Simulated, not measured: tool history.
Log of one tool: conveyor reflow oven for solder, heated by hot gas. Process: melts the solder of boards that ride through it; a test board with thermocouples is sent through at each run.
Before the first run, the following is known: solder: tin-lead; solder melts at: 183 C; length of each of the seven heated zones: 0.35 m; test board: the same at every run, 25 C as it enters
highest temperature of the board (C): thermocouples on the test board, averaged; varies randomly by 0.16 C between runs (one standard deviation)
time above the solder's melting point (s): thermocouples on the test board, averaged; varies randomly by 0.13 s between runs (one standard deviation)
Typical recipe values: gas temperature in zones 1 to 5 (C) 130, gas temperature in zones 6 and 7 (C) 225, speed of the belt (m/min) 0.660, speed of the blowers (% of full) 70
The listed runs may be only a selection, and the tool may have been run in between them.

run    hour  gas temperature in zones 1 to 5 (C)  gas temperature in zones 6 and 7 (C)  speed of the belt (m/min)  speed of the blowers (% of full)  highest temperature of the board (C)  time above the solder's melting point (s)
  1     0.0                                  130                                   225                      0.660                                70                                 209.5                                       40.3
  2    28.5                                  130                                   225                      0.660                                52                                 205.7                                       36.1
  3    73.3                                  130                                   225                      0.660                                52                                 205.5                                       36.2
  4   105.8                                  130                                   225                      0.660                                52                                 205.8                                       36.0
  5   143.6                                  130                                   225                      0.660                                52                                 205.5                                       36.1
  6   183.0                                  130                                   225                      0.660                                52                                 205.4                                       35.9
  7   208.1                                  144                                   225                      0.660                                70                                 211.2                                       46.1
  8   237.6                                  144                                   225                      0.660                                70                                 211.0                                       46.1
  9   265.4                                  130                                   225                      0.660                                70                                 208.8                                       39.6
 10   297.9                                  130                                   225                      0.660                                70                                 208.5                                       39.7
 11   345.4                                  130                                   225                      0.660                                70                                 208.5                                       39.6
 12   369.4                                  130                                   225                      0.660                                73                                 209.0                                       39.9
 13   421.1                                  130                                   225                      0.660                                73                                 208.7                                       40.0
 14   452.9                                  130                                   225                      0.660                                73                                 208.7                                       39.8
 15   476.6                                  141                                   225                      0.660                                73                                 210.3                                       44.8
      489.7  -- flux residue cleaned out of gas plates and filters
 16   530.5                                  141                                   225                      0.660                                73                                 209.3                                       43.5
 17   575.1                                  141                                   225                      0.660                                73                                 209.2                                       43.4
 18   621.9                                  117                                   239                      0.660                                58                                 213.8                                       39.9
 19   670.9                                  141                                   225                      0.771                                70                                 203.7                                       31.4
 20   705.9                                  141                                   225                      0.771                                70                                 203.5                                       31.2
 21   755.7                                  141                                   225                      0.768                                70                                 203.6                                       31.5
 22   795.7                                  139                                   213                      0.660                                57                                 195.9                                       27.8
      808.2  -- flux residue cleaned out of gas plates and filters, once more
      824.1  -- thermocouples of zones 6 and 7 changed
 23   857.8                                  139                                   213                      0.660                                57                                 200.1                                       34.1
 24   903.9                                  139                                   213                      0.660                                57                                 199.9                                       34.2
 25   937.3                                  130                                   230                      0.573                                62                                 217.8                                       55.3
 26   961.4                                  130                                   227                      0.573                                50                                 213.2                                       50.9
 27   997.9                                  126                                   217                      0.660                                52                                 199.8                                       29.6
 28  1028.9                                  126                                   217                      0.627                                76                                 204.9                                       39.2
 29  1079.3                                  125                                   235                      0.722                                63                                 214.1                                       38.7
 30  1124.8                                  130                                   225                      0.592                                70                                 213.2                                       50.2
 31  1162.5                                  116                                   225                      0.592                                70                                 211.3                                       45.0
 32  1194.7                                  130                                   229                      0.604                                78                                 217.1                                       52.2

The same runs without the tool's hidden state, with the same run-to-run variation:
Unlogged tool condition in this case: heat that the gas passes to the board, % of a clean oven's; belt's true speed, % of the reading; true gas temperature in zones 6 and 7 over the reading, C; drift of the gauge itself on peak_c, C; drift of the gauge itself on liquid_s, %.
run  highest temperature of the board (C)  time above the solder's melting point (s)
  1                                 210.5                                       41.2
  2                                 206.7                                       37.1
  3                                 206.6                                       37.3
  4                                 207.0                                       37.2
  5                                 206.7                                       37.3
  6                                 206.8                                       37.2
  7                                 212.6                                       47.1
  8                                 212.5                                       47.2
  9                                 210.5                                       41.0
 10                                 210.3                                       41.2
 11                                 210.4                                       41.1
 12                                 211.0                                       41.5
 13                                 210.7                                       41.7
 14                                 210.9                                       41.5
 15                                 212.3                                       46.2
 16                                 212.5                                       46.2
 17                                 212.5                                       46.1
 18                                 218.0                                       42.7
 19                                 207.7                                       35.0
 20                                 207.6                                       34.8
 21                                 207.8                                       35.3
 22                                 199.3                                       32.7
 23                                 199.5                                       32.7
 24                                 199.4                                       32.8
 25                                 217.3                                       53.9
 26                                 212.7                                       49.4
 27                                 199.4                                       28.5
 28                                 204.7                                       38.3
 29                                 213.9                                       37.8
 30                                 213.1                                       49.1
 31                                 211.4                                       44.2
 32                                 217.3                                       51.2

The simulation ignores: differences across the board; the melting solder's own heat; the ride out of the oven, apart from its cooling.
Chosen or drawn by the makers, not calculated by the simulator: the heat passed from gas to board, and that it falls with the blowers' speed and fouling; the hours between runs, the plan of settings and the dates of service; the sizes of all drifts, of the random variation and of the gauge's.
